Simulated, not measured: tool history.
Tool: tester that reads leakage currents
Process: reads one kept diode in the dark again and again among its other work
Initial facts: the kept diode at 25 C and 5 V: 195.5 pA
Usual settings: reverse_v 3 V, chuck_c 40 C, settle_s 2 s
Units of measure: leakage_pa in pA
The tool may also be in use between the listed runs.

{"run": 1, "hour": 0.0, "reverse_v": 3, "chuck_c": 40, "settle_s": 2, "leakage_pa": 471.78}
{"hour": 42.8, "done": "probe card cleaned and baked"}
{"run": 2, "hour": 140.7, "reverse_v": 3, "chuck_c": 40, "settle_s": 2, "leakage_pa": 469.98}
{"run": 3, "hour": 306.2, "reverse_v": 5.51, "chuck_c": 40, "settle_s": 2, "leakage_pa": 599.91}
{"run": 4, "hour": 465.2, "reverse_v": 17.78, "chuck_c": 40, "settle_s": 2, "leakage_pa": 964.74}
{"run": 5, "hour": 588.2, "reverse_v": 17.78, "chuck_c": 40, "settle_s": 2, "leakage_pa": 966.34}
{"run": 6, "hour": 716.5, "reverse_v": 17.78, "chuck_c": 40, "settle_s": 2, "leakage_pa": 970.56}
{"run": 7, "hour": 813.5, "reverse_v": 17.78, "chuck_c": 40, "settle_s": 2, "leakage_pa": 981.15}
{"hour": 907.5, "done": "tester calibrated"}
{"run": 8, "hour": 1007.0, "reverse_v": 17.78, "chuck_c": 40, "settle_s": 2, "leakage_pa": 1007.97}
{"hour": 1099.4, "done": "chuck's temperature calibrated"}
{"run": 9, "hour": 1176.7, "reverse_v": 17.78, "chuck_c": 40, "settle_s": 2, "leakage_pa": 912.27}

For run 10, what comes out?
{"run": 10, "hour": 1335.0, "reverse_v": 6.55, "chuck_c": 40, "settle_s": 2.76, "leakage_pa": "?"}

leakage_pa: 613.51 pA
Had the tool carried no hidden state, the very same run would have given leakage_pa 609.56 pA.
